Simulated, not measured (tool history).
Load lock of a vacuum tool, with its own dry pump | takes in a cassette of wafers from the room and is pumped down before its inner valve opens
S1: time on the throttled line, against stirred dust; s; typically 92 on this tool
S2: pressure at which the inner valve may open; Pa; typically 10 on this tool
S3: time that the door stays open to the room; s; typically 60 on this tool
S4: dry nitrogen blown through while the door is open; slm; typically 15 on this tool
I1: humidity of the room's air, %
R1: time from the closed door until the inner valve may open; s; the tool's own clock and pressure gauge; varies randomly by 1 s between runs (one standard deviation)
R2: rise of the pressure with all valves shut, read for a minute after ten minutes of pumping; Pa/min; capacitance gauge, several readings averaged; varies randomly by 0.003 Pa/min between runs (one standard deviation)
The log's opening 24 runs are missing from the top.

{"run": 25, "day": 158.792, "S1": 168, "S2": 20, "S3": 88, "S4": 30, "I1": 44.9, "R1": 221.2, "R2": 0.041}
{"run": 26, "day": 167.412, "S1": 155, "S2": 20, "S3": 88, "S4": 30, "I1": 43.4, "R1": 210.3, "R2": 0.042}
{"run": 27, "day": 175.325, "S1": 140, "S2": 8, "S3": 87, "S4": 9, "I1": 44.5, "R1": 204.9, "R2": 0.061}
{"run": 28, "day": 183.05, "S1": 87, "S2": 12, "S3": 144, "S4": 20, "I1": 42.8, "R1": 154.6, "R2": 0.061}
{"run": 29, "day": 189.862, "S1": 92, "S2": 10, "S3": 95, "S4": 5, "I1": 43.4, "R1": 161.7, "R2": 0.068}
{"run": 30, "day": 196.862, "S1": 92, "S2": 10, "S3": 95, "S4": 5, "I1": 49.6, "R1": 162, "R2": 0.073}
{"run": 31, "day": 205.358, "S1": 94, "S2": 9, "S3": 33, "S4": 15, "I1": 45.7, "R1": 164.6, "R2": 0.03}
{"run": 32, "day": 211.633, "S1": 94, "S2": 9, "S3": 33, "S4": 15, "I1": 45.5, "R1": 165.1, "R2": 0.03}
{"run": 33, "day": 220.846, "S1": 94, "S2": 10, "S3": 43, "S4": 23, "I1": 43.9, "R1": 163.8, "R2": 0.026}
{"run": 34, "day": 228.312, "S1": 93, "S2": 11, "S3": 91, "S4": 7, "I1": 46.6, "R1": 161.5, "R2": 0.066}
{"run": 35, "day": 236.708, "S1": 93, "S2": 11, "S3": 91, "S4": 7, "I1": 45, "R1": 163.7, "R2": 0.069}
{"run": 36, "day": 245.546, "S1": 93, "S2": 11, "S3": 91, "S4": 7, "I1": 43.9, "R1": 163.1, "R2": 0.062}
{"run": 37, "day": 251.792, "S1": 93, "S2": 11, "S3": 91, "S4": 7, "I1": 46.5, "R1": 163.2, "R2": 0.067}
{"run": 38, "day": 260.496, "S1": 150, "S2": 8, "S3": 91, "S4": 7, "I1": 49.1, "R1": 213.3, "R2": 0.066}

Branching from run 38: 3 alternative next runs. What would each branch give?
{"run": "A", "day": 265.612, "S1": 153, "S2": 10, "S3": 51, "S4": 39, "I1": 45.2, "R1": "?", "R2": "?"}
{"run": "B", "day": 265.612, "S1": 92, "S2": 10, "S3": 85, "S4": 21, "I1": 39.7, "R1": "?", "R2": "?"}
{"run": "C", "day": 265.612, "S1": 150, "S2": 8, "S3": 88, "S4": 16, "I1": 43.2, "R1": "?", "R2": "?"}

run=A R1=213.6 R2=0.031
run=B R1=161.9 R2=0.047
run=C R1=216 R2=0.053
Had the tool no hidden state, the same runs would have come out as:
run=A R1=213.6 R2=0.031
run=B R1=161.9 R2=0.047
run=C R1=216 R2=0.053
